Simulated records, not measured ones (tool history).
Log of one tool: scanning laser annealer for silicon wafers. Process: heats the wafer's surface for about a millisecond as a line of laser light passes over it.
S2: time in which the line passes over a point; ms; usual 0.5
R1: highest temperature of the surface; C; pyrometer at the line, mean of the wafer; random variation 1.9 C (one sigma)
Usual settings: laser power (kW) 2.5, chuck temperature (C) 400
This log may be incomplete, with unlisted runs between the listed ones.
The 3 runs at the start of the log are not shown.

Run 4, hour 32.4: usual settings but laser power (kW) 2.167. Result: R1 964 C.
Run 5, hour 41: usual settings but chuck temperature (C) 414. Result: R1 1097 C.
Run 6, hour 48.4: usual settings. Result: R1 1082 C.
Run 7, hour 58.9: usual settings. Result: R1 1079 C.
Run 8, hour 72: usual settings but laser power (kW) 2.311. Result: R1 1013 C.
Run 9, hour 84.3: usual settings but chuck temperature (C) 399. Result: R1 1078 C.
Run 10, hour 92.4: usual settings but chuck temperature (C) 399. Result: R1 1074 C.
Run 11, hour 102.4: usual settings but S2 0.402 ms, chuck temperature (C) 399. Result: R1 1000 C.
Run 12, hour 117.3: usual settings but laser power (kW) 2.363. Result: R1 1029 C.
Run 13, hour 130.3: usual settings but chuck temperature (C) 412. Result: R1 1092 C.
Run 14, hour 137.4: usual settings but chuck temperature (C) 412. Result: R1 1085 C.
Run 15, hour 149.9: usual settings but chuck temperature (C) 382. Result: R1 1063 C.
Run 16, hour 156.5: usual settings but chuck temperature (C) 382. Result: R1 1059 C.
Run 17, hour 169.3: usual settings but chuck temperature (C) 382. Result: R1 1062 C.
Run 18, hour 181.2: usual settings but chuck temperature (C) 382. Result: R1 1059 C.
Run 19, hour 190.9: usual settings but chuck temperature (C) 382. Result: R1 1054 C.
Run 20, hour 205.5: usual settings but chuck temperature (C) 382. Result: R1 1057 C.
Run 21, hour 219.8: usual settings but laser power (kW) 2.457, chuck temperature (C) 382. Result: R1 1044 C.
Run 22, hour 229.8: usual settings but laser power (kW) 2.151, S2 0.403 ms, chuck temperature (C) 375. Result: R1 869 C.
Run 23, hour 244.7: usual settings but S2 0.451 ms, chuck temperature (C) 393. Result: R1 1033 C.

Run 24 is up next; what results do you expect?
Run 24, hour 254.4: usual settings but laser power (kW) 2.488, S2 0.524 ms. Result: R1 ?.

Run 24 produced R1 1084 C.
Had the tool carried no hidden state, the very same run would have given R1 1111 C.

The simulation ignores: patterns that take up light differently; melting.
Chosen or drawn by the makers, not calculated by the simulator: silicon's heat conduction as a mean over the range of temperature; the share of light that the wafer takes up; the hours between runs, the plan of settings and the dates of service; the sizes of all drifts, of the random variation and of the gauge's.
